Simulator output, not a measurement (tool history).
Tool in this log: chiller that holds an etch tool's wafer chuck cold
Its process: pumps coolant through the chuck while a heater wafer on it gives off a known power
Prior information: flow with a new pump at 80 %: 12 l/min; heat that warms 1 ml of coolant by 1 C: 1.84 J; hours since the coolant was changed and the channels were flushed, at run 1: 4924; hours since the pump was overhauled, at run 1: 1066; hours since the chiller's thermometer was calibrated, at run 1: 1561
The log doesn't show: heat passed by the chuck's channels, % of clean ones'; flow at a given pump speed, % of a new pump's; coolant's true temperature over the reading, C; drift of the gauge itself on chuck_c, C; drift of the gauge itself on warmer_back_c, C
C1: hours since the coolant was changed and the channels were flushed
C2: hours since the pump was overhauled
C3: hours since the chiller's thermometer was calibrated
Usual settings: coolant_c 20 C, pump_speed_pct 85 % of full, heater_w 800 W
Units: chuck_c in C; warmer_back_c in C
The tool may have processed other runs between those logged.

run 1 hour=0.0 | coolant_c=20 pump_speed_pct=85 heater_w=800 | C1=4924 C2=1066 C3=1561 | chuck_c=27.60 warmer_back_c=2.09
run 2 hour=40.0 | coolant_c=20 pump_speed_pct=85 heater_w=800 | C1=4964 C2=1106 C3=1601 | chuck_c=27.67 warmer_back_c=2.10
run 3 hour=76.0 | coolant_c=20 pump_speed_pct=85 heater_w=800 | C1=5000 C2=1142 C3=1637 | chuck_c=27.56 warmer_back_c=2.03
run 4 hour=99.9 | coolant_c=20 pump_speed_pct=85 heater_w=800 | C1=5024 C2=1165 C3=1661 | chuck_c=27.61 warmer_back_c=2.06
run 5 hour=128.9 | coolant_c=20 pump_speed_pct=85 heater_w=800 | C1=5053 C2=1195 C3=1690 | chuck_c=27.59 warmer_back_c=2.08
run 6 hour=169.9 | coolant_c=20 pump_speed_pct=85 heater_w=800 | C1=5094 C2=1235 C3=1731 | chuck_c=27.68 warmer_back_c=2.11
run 7 hour=193.7 | coolant_c=20 pump_speed_pct=85 heater_w=800 | C1=5118 C2=1259 C3=1754 | chuck_c=27.60 warmer_back_c=2.13
run 8 hour=235.4 | coolant_c=10 pump_speed_pct=85 heater_w=800 | C1=5159 C2=1301 C3=1796 | chuck_c=17.70 warmer_back_c=2.05
run 9 hour=265.8 | coolant_c=10 pump_speed_pct=85 heater_w=800 | C1=5190 C2=1331 C3=1826 | chuck_c=17.52 warmer_back_c=2.07
run 10 hour=302.1 | coolant_c=20 pump_speed_pct=85 heater_w=800 | C1=5226 C2=1368 C3=1863 | chuck_c=27.49 warmer_back_c=2.15
run 11 hour=320.1 | coolant_c=20 pump_speed_pct=85 heater_w=800 | C1=5244 C2=1386 C3=1881 | chuck_c=27.58 warmer_back_c=2.14
run 12 hour=350.8 | coolant_c=20 pump_speed_pct=85 heater_w=800 | C1=5275 C2=1416 C3=1912 | chuck_c=27.67 warmer_back_c=2.10
run 13 hour=386.0 | coolant_c=20 pump_speed_pct=85 heater_w=800 | C1=5310 C2=1452 C3=1947 | chuck_c=27.59 warmer_back_c=2.09
run 14 hour=404.3 | coolant_c=20 pump_speed_pct=85 heater_w=800 | C1=5328 C2=1470 C3=1965 | chuck_c=27.67 warmer_back_c=2.11
run 15 hour=435.0 | coolant_c=20 pump_speed_pct=85 heater_w=800 | C1=5359 C2=1501 C3=1996 | chuck_c=27.68 warmer_back_c=2.06
run 16 hour=452.3 | coolant_c=20 pump_speed_pct=85 heater_w=800 | C1=5376 C2=1518 C3=2013 | chuck_c=27.72 warmer_back_c=2.08
run 17 hour=493.3 | coolant_c=26 pump_speed_pct=85 heater_w=800 | C1=5417 C2=1559 C3=2054 | chuck_c=33.62 warmer_back_c=2.09
run 18 hour=533.5 | coolant_c=26 pump_speed_pct=85 heater_w=800 | C1=5457 C2=1599 C3=2094 | chuck_c=33.46 warmer_back_c=2.08
run 19 hour=569.3 | coolant_c=27 pump_speed_pct=86 heater_w=501 | C1=5493 C2=1635 C3=2130 | chuck_c=31.72 warmer_back_c=1.28
run 20 hour=593.9 | coolant_c=19 pump_speed_pct=61 heater_w=501 | C1=5518 C2=1660 C3=2155 | chuck_c=24.84 warmer_back_c=1.92
run 21 hour=624.8 | coolant_c=23 pump_speed_pct=68 heater_w=800 | C1=5549 C2=1690 C3=2186 | chuck_c=31.95 warmer_back_c=2.66
run 22 hour=657.0 | coolant_c=23 pump_speed_pct=68 heater_w=800 | C1=5581 C2=1723 C3=2218 | chuck_c=31.81 warmer_back_c=2.71
run 23 hour=681.4 | coolant_c=23 pump_speed_pct=68 heater_w=800 | C1=5605 C2=1747 C3=2242 | chuck_c=32.07 warmer_back_c=2.68
run 24 hour=702.5 | coolant_c=11 pump_speed_pct=73 heater_w=486 | C1=5626 C2=1768 C3=2263 | chuck_c=15.90 warmer_back_c=1.53
run 25 hour=733.2 | coolant_c=11 pump_speed_pct=73 heater_w=486 | C1=5657 C2=1799 C3=2294 | chuck_c=16.06 warmer_back_c=1.50
run 26 hour=769.6 | coolant_c=13 pump_speed_pct=93 heater_w=486 | C1=5693 C2=1835 C3=2330 | chuck_c=17.06 warmer_back_c=1.19
run 27 hour=801.4 | coolant_c=16 pump_speed_pct=85 heater_w=800 | C1=5725 C2=1867 C3=2362 | chuck_c=23.72 warmer_back_c=2.15
run 28 hour=820.1 | coolant_c=16 pump_speed_pct=85 heater_w=800 | C1=5744 C2=1886 C3=2381 | chuck_c=23.57 warmer_back_c=2.12
run 29 hour=843.5 | coolant_c=16 pump_speed_pct=85 heater_w=800 | C1=5767 C2=1909 C3=2404 | chuck_c=23.53 warmer_back_c=2.09
run 30 hour=862.6 | coolant_c=29 pump_speed_pct=85 heater_w=800 | C1=5786 C2=1928 C3=2423 | chuck_c=36.69 warmer_back_c=2.11
run 31 hour=888.8 | coolant_c=20 pump_speed_pct=85 heater_w=1150 | C1=5813 C2=1954 C3=2450 | chuck_c=31.19 warmer_back_c=3.06

How would selected steps in chuck_c from run to run divide? Give the signed amount a tool lacking its hidden state would still show from settings, what came in and random variation, and the signed amount left for the hidden state, including any gauge scatter that is not in both of the compared results.
Run 9 -> 10: coolant_c 10 -> 20. chuck_c +9.97 C: hidden state +0.00, all else +9.97.
Run 23 -> 24: coolant_c 23 -> 11, pump_speed_pct 68 -> 73, heater_w 800 -> 486. chuck_c -16.17 C: hidden state -0.43, all else -15.74.
Run 26 -> 27: coolant_c 13 -> 16, pump_speed_pct 93 -> 85, heater_w 486 -> 800. chuck_c +6.66 C: hidden state +0.39, all else +6.27.
Run 29 -> 30: coolant_c 16 -> 29. chuck_c +13.16 C: hidden state +0.01, all else +13.15.
Run 30 -> 31: coolant_c 29 -> 20, heater_w 800 -> 1150. chuck_c -5.50 C: hidden state +0.40, all else -5.90.

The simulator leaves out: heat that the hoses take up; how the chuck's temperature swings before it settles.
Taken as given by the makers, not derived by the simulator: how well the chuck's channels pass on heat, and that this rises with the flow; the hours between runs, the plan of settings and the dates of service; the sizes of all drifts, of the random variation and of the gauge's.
